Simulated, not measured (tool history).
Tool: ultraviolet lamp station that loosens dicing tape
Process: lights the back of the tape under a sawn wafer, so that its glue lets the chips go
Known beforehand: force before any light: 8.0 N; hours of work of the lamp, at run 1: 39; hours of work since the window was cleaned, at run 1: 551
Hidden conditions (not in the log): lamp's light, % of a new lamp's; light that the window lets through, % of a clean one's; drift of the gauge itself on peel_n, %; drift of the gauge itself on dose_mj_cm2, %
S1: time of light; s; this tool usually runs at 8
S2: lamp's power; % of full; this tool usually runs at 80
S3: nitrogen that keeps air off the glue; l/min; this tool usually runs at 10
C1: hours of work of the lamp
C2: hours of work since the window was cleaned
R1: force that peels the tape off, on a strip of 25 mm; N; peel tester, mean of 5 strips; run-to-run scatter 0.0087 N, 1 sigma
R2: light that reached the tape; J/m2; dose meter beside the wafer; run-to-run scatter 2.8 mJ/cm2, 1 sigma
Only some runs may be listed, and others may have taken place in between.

run,hour,S1,S2,S3,C1,C2,R1,R2
1,0.0,8,80,10,39,551,0.359,3950
2,13.2,8,80,10,46,559,0.362,3950
# hour 15.8: window cleaned of glue's vapour
3,22.3,8,80,10,52,4,0.361,3920
4,32.4,8,80,10,57,10,0.346,3970
5,46.4,8,70,10,66,18,0.493,3430
6,56.1,8,70,10,71,24,0.486,3470
7,71.8,8,70,10,80,33,0.517,3510
8,80.0,8,70,10,85,38,0.506,3460
9,90.4,8,80,10,91,44,0.374,3960
10,105.5,8,80,10,100,52,0.352,3960
11,122.9,8,80,10,110,63,0.357,3950
12,136.0,8,65,10,118,70,0.606,3190
13,147.5,12,80,10,125,77,0.139,5870
14,161.6,8,80,7,133,85,0.525,3920
15,172.1,8,80,7,139,91,0.515,3980
16,182.2,8,80,7,145,97,0.501,3960
17,197.8,8,94,7,154,106,0.348,4680
18,207.1,6,80,10,159,112,0.692,2930
19,218.0,6,80,10,166,118,0.713,2990
20,231.3,8,60,10,174,126,0.692,2940
21,244.4,6,80,10,181,134,0.706,2970
22,261.6,7,80,10,191,144,0.513,3490
23,277.1,7,80,10,200,153,0.486,3470
24,293.3,7,80,10,210,162,0.491,3450
25,303.9,7,80,10,216,168,0.511,3510
26,318.4,7,80,10,225,177,0.508,3470
27,328.9,4,90,10,231,183,1.259,2250
28,343.2,8,61,10,239,191,0.691,3040
29,360.2,8,61,10,249,201,0.683,3010
30,369.6,8,61,10,255,207,0.672,3010
31,377.8,5,66,10,259,212,1.413,2030
32,385.4,6,80,13,264,216,0.603,2990
33,401.9,13,67,19,273,226,0.119,5400
34,412.9,5,88,10,280,232,0.877,2730
35,424.7,10,88,6,287,239,0.269,5470
36,440.2,10,88,6,296,248,0.275,5460
37,450.6,8,88,6,302,254,0.483,4350
38,461.0,9,88,7,308,260,0.286,4920
39,469.7,7,76,5,313,265,1.031,3290
40,485.2,7,76,5,322,274,1.018,3330
41,496.6,7,76,5,329,281,1.055,3270
42,512.2,8,91,4,338,290,0.650,4540
43,522.5,7,66,8,344,296,0.960,2840

Predict each of these 3 candidate next runs independently; none follows another, all start after run 43:
A,530.0,7,66,8,348,301,?,?
B,530.0,6,82,8,348,301,?,?
C,530.0,10,84,16,348,301,?,?

run,R1,R2
A,0.960,2850
B,0.825,3040
C,0.140,5190
Stripped of hidden state, with their random variation kept, the same runs would have yielded:
run,R1,R2
A,0.958,2860
B,0.824,3040
C,0.140,5190

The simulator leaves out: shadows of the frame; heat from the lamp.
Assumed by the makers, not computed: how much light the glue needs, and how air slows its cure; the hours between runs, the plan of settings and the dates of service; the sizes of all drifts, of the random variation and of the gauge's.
